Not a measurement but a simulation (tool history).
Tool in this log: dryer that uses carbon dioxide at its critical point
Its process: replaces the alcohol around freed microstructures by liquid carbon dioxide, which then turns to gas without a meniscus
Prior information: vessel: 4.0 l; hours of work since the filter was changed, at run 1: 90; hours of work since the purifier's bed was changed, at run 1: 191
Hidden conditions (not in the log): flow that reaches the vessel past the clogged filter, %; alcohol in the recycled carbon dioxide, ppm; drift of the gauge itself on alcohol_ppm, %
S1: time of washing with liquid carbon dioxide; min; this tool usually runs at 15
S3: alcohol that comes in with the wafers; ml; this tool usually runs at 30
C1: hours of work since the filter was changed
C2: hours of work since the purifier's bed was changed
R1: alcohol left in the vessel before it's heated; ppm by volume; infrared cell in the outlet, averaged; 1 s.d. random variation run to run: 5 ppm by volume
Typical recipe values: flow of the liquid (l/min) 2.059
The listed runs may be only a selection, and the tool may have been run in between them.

Run 1, day 0: usual settings; C1 90; C2 191. Result: R1 49 ppm by volume.
Run 2, day 0.521: usual settings; C1 93; C2 195. Result: R1 62 ppm by volume.
Run 3, day 1.075: usual settings; C1 97; C2 199. Result: R1 66 ppm by volume.
Run 4, day 1.775: usual settings; C1 102; C2 204. Result: R1 59 ppm by volume.
Run 5, day 2.8: usual settings; C1 110; C2 212. Result: R1 58 ppm by volume.
Run 6, day 3.667: usual settings; C1 116; C2 218. Result: R1 65 ppm by volume.
Run 7, day 4.538: usual settings; C1 122; C2 224. Result: R1 76 ppm by volume.
Run 8, day 5.6: usual settings; C1 130; C2 232. Result: R1 73 ppm by volume.
Run 9, day 6.554: usual settings; C1 137; C2 239. Result: R1 73 ppm by volume.
Run 10, day 7.617: usual settings; C1 145; C2 247. Result: R1 71 ppm by volume.
Run 11, day 8.783: usual settings; C1 153; C2 255. Result: R1 78 ppm by volume.
Run 12, day 9.579: usual settings; C1 159; C2 261. Result: R1 77 ppm by volume.
Run 13, day 10.321: usual settings; C1 164; C2 266. Result: R1 75 ppm by volume.
Run 14, day 11.254: usual settings; C1 171; C2 273. Result: R1 80 ppm by volume.
Run 15, day 11.821: usual settings; C1 175; C2 277. Result: R1 82 ppm by volume.
Run 16, day 12.488: usual settings; C1 180; C2 282. Result: R1 86 ppm by volume.
Run 17, day 13.067: usual settings; C1 184; C2 286. Result: R1 89 ppm by volume.
Run 18, day 13.571: usual settings; C1 188; C2 290. Result: R1 80 ppm by volume.
Run 19, day 14.696: usual settings but S1 22 min; C1 196; C2 298. Result: R1 73 ppm by volume.
Run 20, day 15.75: usual settings; C1 204; C2 306. Result: R1 85 ppm by volume.
Run 21, day 16.688: usual settings; C1 211; C2 313. Result: R1 90 ppm by volume.
Run 22, day 17.4: usual settings but S1 21 min; C1 216; C2 318. Result: R1 86 ppm by volume.
At day 17.771: inlet filter changed.
Run 23, day 17.975: usual settings but S1 21 min; C1 2; C2 322. Result: R1 79 ppm by volume.
Run 24, day 18.546: usual settings but S1 11 min, flow of the liquid (l/min) 2.57, S3 56 ml; C1 6; C2 326. Result: R1 111 ppm by volume.
Run 25, day 19.05: usual settings but S1 17 min, flow of the liquid (l/min) 1.72, S3 55 ml; C1 9; C2 329. Result: R1 106 ppm by volume.
Run 26, day 20.054: usual settings but S1 13 min, flow of the liquid (l/min) 1.42, S3 68 ml; C1 17; C2 337. Result: R1 372 ppm by volume.
Run 27, day 20.883: usual settings but S1 14 min, flow of the liquid (l/min) 1.34, S3 93 ml; C1 23; C2 343. Result: R1 419 ppm by volume.
Run 28, day 22.067: usual settings but S1 12 min, flow of the liquid (l/min) 1.55; C1 31; C2 351. Result: R1 217 ppm by volume.
Run 29, day 22.671: usual settings but S1 19 min, flow of the liquid (l/min) 2.06, S3 42 ml; C1 36; C2 356. Result: R1 95 ppm by volume.
Run 30, day 23.275: usual settings but S1 21 min, flow of the liquid (l/min) 1.9, S3 42 ml; C1 40; C2 360. Result: R1 96 ppm by volume.
Run 31, day 24.167: usual settings but S1 18 min; C1 46; C2 367. Result: R1 92 ppm by volume.
Run 32, day 24.762: usual settings but S1 18 min; C1 51; C2 371. Result: R1 99 ppm by volume.
Run 33, day 25.596: usual settings but S1 18 min; C1 57; C2 377. Result: R1 89 ppm by volume.
Run 34, day 26.15: usual settings but S1 24 min, flow of the liquid (l/min) 2.82, S3 44 ml; C1 61; C2 381. Result: R1 90 ppm by volume.
Run 35, day 26.762: usual settings but S1 24 min, flow of the liquid (l/min) 2.82, S3 44 ml; C1 65; C2 385. Result: R1 104 ppm by volume.
Run 36, day 27.6: usual settings but S1 16 min, flow of the liquid (l/min) 1.87, S3 37 ml; C1 71; C2 391. Result: R1 114 ppm by volume.
Run 37, day 28.733: usual settings but S1 9 min, flow of the liquid (l/min) 1.98, S3 73 ml; C1 80; C2 400. Result: R1 493 ppm by volume.
Run 38, day 29.788: usual settings but S1 9 min, flow of the liquid (l/min) 1.98, S3 73 ml; C1 87; C2 407. Result: R1 487 ppm by volume.
Run 39, day 30.325: usual settings but flow of the liquid (l/min) 1.51; C1 91; C2 411. Result: R1 168 ppm by volume.
Run 40, day 30.892: usual settings but flow of the liquid (l/min) 1.51; C1 95; C2 415. Result: R1 161 ppm by volume.
Run 41, day 31.454: usual settings but S3 64 ml; C1 99; C2 419. Result: R1 124 ppm by volume.
Run 42, day 31.971: usual settings but S1 24 min, flow of the liquid (l/min) 1.69; C1 103; C2 423. Result: R1 108 ppm by volume.
Run 43, day 33: usual settings but S1 24 min, flow of the liquid (l/min) 1.69; C1 111; C2 431. Result: R1 106 ppm by volume.
Run 44, day 33.854: usual settings but S1 14 min, flow of the liquid (l/min) 1.5, S3 51 ml; C1 117; C2 437. Result: R1 252 ppm by volume.
Run 45, day 34.746: usual settings but S1 14 min, flow of the liquid (l/min) 1.5, S3 51 ml; C1 123; C2 443. Result: R1 245 ppm by volume.
Run 46, day 35.642: usual settings but S1 19 min, flow of the liquid (l/min) 1.82; C1 130; C2 450. Result: R1 100 ppm by volume.

Across each entry between runs, compare the hidden state at the last listed run before it with the hidden state at the first listed run after it:
From run 22 to run 23: inlet filter changed (day 17.771)
  flow that reaches the vessel past the clogged filter, %: 91.7 -> 99.9; alcohol in the recycled carbon dioxide, ppm: 80.1 -> 81.2
  measured value less the no-hidden-state value, R1: +74 -> +77 ppm by volume

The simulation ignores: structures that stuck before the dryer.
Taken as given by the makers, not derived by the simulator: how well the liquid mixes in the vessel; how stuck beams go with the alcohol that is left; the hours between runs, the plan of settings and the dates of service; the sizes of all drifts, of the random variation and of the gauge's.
